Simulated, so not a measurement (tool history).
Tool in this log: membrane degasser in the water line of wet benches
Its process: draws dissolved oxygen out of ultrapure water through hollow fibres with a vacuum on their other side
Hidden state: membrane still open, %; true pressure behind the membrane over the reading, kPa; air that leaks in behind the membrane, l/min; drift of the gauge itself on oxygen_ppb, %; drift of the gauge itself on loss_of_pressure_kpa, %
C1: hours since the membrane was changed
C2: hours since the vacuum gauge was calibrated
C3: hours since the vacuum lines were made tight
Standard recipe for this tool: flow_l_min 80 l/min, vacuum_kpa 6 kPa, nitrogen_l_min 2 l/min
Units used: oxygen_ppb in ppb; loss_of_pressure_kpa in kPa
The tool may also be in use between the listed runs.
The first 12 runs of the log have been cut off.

run 13 day=61.262 | flow_l_min=80 vacuum_kpa=6 nitrogen_l_min=1.72 | C1=2830 C2=6572 C3=10064 | oxygen_ppb=410.1 loss_of_pressure_kpa=55.95
run 14 day=69.279 | flow_l_min=80 vacuum_kpa=6 nitrogen_l_min=1.72 | C1=3022 C2=6765 C3=10256 | oxygen_ppb=413 loss_of_pressure_kpa=55.74
run 15 day=73.429 | flow_l_min=80 vacuum_kpa=6 nitrogen_l_min=1.72 | C1=3122 C2=6865 C3=10356 | oxygen_ppb=407.8 loss_of_pressure_kpa=55.82
run 16 day=79.667 | flow_l_min=128 vacuum_kpa=6 nitrogen_l_min=1.72 | C1=3272 C2=7014 C3=10505 | oxygen_ppb=853.7 loss_of_pressure_kpa=89.97
run 17 day=83.917 | flow_l_min=80 vacuum_kpa=9.71 nitrogen_l_min=1.25 | C1=3374 C2=7116 C3=10607 | oxygen_ppb=850.6 loss_of_pressure_kpa=55.89
-- day=84.438 vacuum gauge calibrated
run 18 day=91.779 | flow_l_min=80 vacuum_kpa=9.71 nitrogen_l_min=1.25 | C1=3562 C2=176 C3=10796 | oxygen_ppb=875 loss_of_pressure_kpa=56.34
run 19 day=96.817 | flow_l_min=81 vacuum_kpa=9.26 nitrogen_l_min=0.98 | C1=3683 C2=297 C3=10916 | oxygen_ppb=954 loss_of_pressure_kpa=57.04
-- day=102.642 vacuum gauge calibrated, once more
run 20 day=105.017 | flow_l_min=70 vacuum_kpa=5.95 nitrogen_l_min=1.35 | C1=3879 C2=57 C3=11113 | oxygen_ppb=360.9 loss_of_pressure_kpa=49.17
run 21 day=109.079 | flow_l_min=70 vacuum_kpa=5.95 nitrogen_l_min=1.35 | C1=3977 C2=155 C3=11210 | oxygen_ppb=352.8 loss_of_pressure_kpa=49.15
run 22 day=116.379 | flow_l_min=96 vacuum_kpa=6.76 nitrogen_l_min=2.5 | C1=4152 C2=330 C3=11385 | oxygen_ppb=525.5 loss_of_pressure_kpa=67.31
-- day=119.754 seals of the vacuum lines changed
run 23 day=124.375 | flow_l_min=80 vacuum_kpa=6 nitrogen_l_min=1.05 | C1=4342 C2=520 C3=111 | oxygen_ppb=501.5 loss_of_pressure_kpa=56.49
run 24 day=131.471 | flow_l_min=80 vacuum_kpa=6 nitrogen_l_min=1.13 | C1=4512 C2=690 C3=281 | oxygen_ppb=481 loss_of_pressure_kpa=56.69
run 25 day=138.783 | flow_l_min=60 vacuum_kpa=12.6 nitrogen_l_min=2 | C1=4688 C2=865 C3=457 | oxygen_ppb=614.4 loss_of_pressure_kpa=42.54
run 26 day=145.325 | flow_l_min=60 vacuum_kpa=12.6 nitrogen_l_min=2 | C1=4845 C2=1022 C3=614 | oxygen_ppb=610.1 loss_of_pressure_kpa=42.53
run 27 day=149.842 | flow_l_min=60 vacuum_kpa=12.6 nitrogen_l_min=2 | C1=4953 C2=1131 C3=722 | oxygen_ppb=619.9 loss_of_pressure_kpa=42.65
run 28 day=153.625 | flow_l_min=80 vacuum_kpa=6 nitrogen_l_min=2.22 | C1=5044 C2=1222 C3=813 | oxygen_ppb=359.3 loss_of_pressure_kpa=56.49
run 29 day=160.692 | flow_l_min=80 vacuum_kpa=4.69 nitrogen_l_min=2.22 | C1=5213 C2=1391 C3=982 | oxygen_ppb=266.7 loss_of_pressure_kpa=56.87
run 30 day=166.721 | flow_l_min=80 vacuum_kpa=4.69 nitrogen_l_min=2.22 | C1=5358 C2=1536 C3=1127 | oxygen_ppb=270.6 loss_of_pressure_kpa=56.88
run 31 day=172.096 | flow_l_min=63 vacuum_kpa=13.45 nitrogen_l_min=1.01 | C1=5487 C2=1665 C3=1256 | oxygen_ppb=1107.3 loss_of_pressure_kpa=44.93
run 32 day=180.162 | flow_l_min=80 vacuum_kpa=13.17 nitrogen_l_min=2 | C1=5681 C2=1859 C3=1450 | oxygen_ppb=890.4 loss_of_pressure_kpa=56.77

Alternative continuations, all from the tool just after run 32; predict every row:
run A day=187.096 | flow_l_min=100 vacuum_kpa=6.76 nitrogen_l_min=2 | C1=5847 C2=2025 C3=1616 | oxygen_ppb=? loss_of_pressure_kpa=?
run B day=187.096 | flow_l_min=71 vacuum_kpa=9.68 nitrogen_l_min=1.13 | C1=5847 C2=2025 C3=1616 | oxygen_ppb=? loss_of_pressure_kpa=?
run C day=187.096 | flow_l_min=75 vacuum_kpa=13.17 nitrogen_l_min=2 | C1=5847 C2=2025 C3=1616 | oxygen_ppb=? loss_of_pressure_kpa=?

run=A oxygen_ppb=603.8 loss_of_pressure_kpa=71.33
run=B oxygen_ppb=782.4 loss_of_pressure_kpa=50.58
run=C oxygen_ppb=819.8 loss_of_pressure_kpa=53.74
Without the tool's hidden state the same runs would have given:
run=A oxygen_ppb=566.1 loss_of_pressure_kpa=68.64
run=B oxygen_ppb=763 loss_of_pressure_kpa=48.68
run=C oxygen_ppb=799.2 loss_of_pressure_kpa=51.72
